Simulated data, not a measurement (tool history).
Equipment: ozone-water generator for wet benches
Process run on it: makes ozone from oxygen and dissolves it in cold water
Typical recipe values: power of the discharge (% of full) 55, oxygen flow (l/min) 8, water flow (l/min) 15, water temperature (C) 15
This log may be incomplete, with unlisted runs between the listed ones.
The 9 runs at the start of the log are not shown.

run	hour	power of the discharge (% of full)	oxygen flow (l/min)	water flow (l/min)	water temperature (C)	dissolved ozone (ppm)	ozone in the gas ahead of the water (g/m3)
10	214.2	55	8	15	15	35.2	219.8
11	247.5	55	8	15	15	35.1	224
12	272.5	48	8	15	15	32.2	204.5
13	290.7	55	8	15	15	34.9	221.7
14	320.6	55	5.77	15	15	34.1	244.6
15	343.7	55	5.77	15	15	33.4	244.6
16	378.1	55	5.77	15	15	33.7	247.2
17	395.4	55	5.77	15	15	33.7	248.1
# hour 419: gauge calibrated
18	420	82	8	15	15	43.8	271.9
19	447.8	82	6.34	16	17	39.9	291.7
20	465.4	82	6.34	16	17	39.4	293.5

Run 21 has not been measured yet. What should we expect?
21	480.6	55	5.09	20	12	?	?

Run 21 produced dissolved ozone (ppm) 27.4, ozone in the gas ahead of the water (g/m3) 251.5.
With the hidden condition absent and the run-to-run variation left alone, this run would have shown dissolved ozone (ppm) 27.4, ozone in the gas ahead of the water (g/m3) 250.6.
